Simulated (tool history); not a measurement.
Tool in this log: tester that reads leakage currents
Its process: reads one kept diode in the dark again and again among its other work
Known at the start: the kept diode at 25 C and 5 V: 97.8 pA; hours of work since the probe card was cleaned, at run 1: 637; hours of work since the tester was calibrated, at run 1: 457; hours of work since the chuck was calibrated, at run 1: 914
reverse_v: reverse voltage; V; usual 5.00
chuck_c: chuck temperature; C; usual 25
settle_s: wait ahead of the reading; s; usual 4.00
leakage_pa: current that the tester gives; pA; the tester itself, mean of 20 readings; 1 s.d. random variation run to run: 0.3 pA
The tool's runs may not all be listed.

run,hour,reverse_v,chuck_c,settle_s,hours of work since the probe card was cleaned,hours of work since the tester was calibrated,hours of work since the chuck was calibrated,leakage_pa
1,0.0,5.00,25,4.00,637,457,914,99.95
2,76.4,5.00,25,4.00,684,504,961,99.83
3,153.6,5.00,25,4.00,731,551,1009,100.26
4,222.6,5.00,25,4.00,774,594,1052,100.74
5,328.6,5.00,25,4.00,839,659,1117,100.95
6,405.9,5.00,25,4.00,886,707,1164,101.29
7,516.3,2.21,21,3.61,954,775,1232,53.62
8,611.4,2.21,58,0.46,1013,833,1291,682.30
9,666.4,2.21,58,0.46,1047,867,1325,682.89
10,734.9,1.94,21,0.46,1089,909,1367,51.45

Measured result minus the same run's result without the hidden state. Both carry the same run-to-run variation, though not necessarily the same gauge scatter:
Hidden state at play: stray current of the dirty probe card, pA a volt; current scale over the true one, %; true chuck temperature over the reading, C; drift of the gauge itself on leakage_pa, %.
run,leakage_pa
1,+2.04
2,+2.21
3,+2.45
4,+2.63
5,+2.94
6,+3.14
7,+1.01
8,-27.32
9,-28.04
10,+0.84
